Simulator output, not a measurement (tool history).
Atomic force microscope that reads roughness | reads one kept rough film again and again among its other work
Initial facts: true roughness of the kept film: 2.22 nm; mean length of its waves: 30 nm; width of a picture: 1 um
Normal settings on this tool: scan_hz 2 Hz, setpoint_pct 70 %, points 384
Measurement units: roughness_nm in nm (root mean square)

run	hour	scan_hz	setpoint_pct	points	roughness_nm
1	0	2	70	384	1.642
2	8.5	2	70	384	1.601
3	21.5	1.18	70	384	1.631
# hour 30.1: new tip fitted
4	32.7	2	70	384	1.844
5	46	2	70	384	1.795
6	56.2	0.55	70	384	1.894
7	66.8	2	62	384	1.792
8	75.7	2	62	384	1.763
9	89.3	2	70	347	1.645
10	99.2	2	70	347	1.623
11	110.8	2	56	534	1.705
# hour 118.1: new tip fitted
12	120.7	0.56	64	448	2.024
13	136.4	1.44	69	317	1.85
14	143.5	2	56	490	1.888
15	159.4	2	56	717	1.84

Measured minus without-hidden-state, run by run (identical run-to-run variation in each term; gauge scatter may differ):
The tool's hidden condition here consists of: radius of the tip, nm; height scale over the true one, %; drift of the gauge itself on roughness_nm, %.
run	roughness_nm
1	-0.228
2	-0.251
3	-0.299
4	-0.021
5	-0.073
6	-0.114
7	-0.148
8	-0.178
9	-0.209
10	-0.242
11	-0.292
12	-0.005
13	-0.062
14	-0.092
15	-0.149
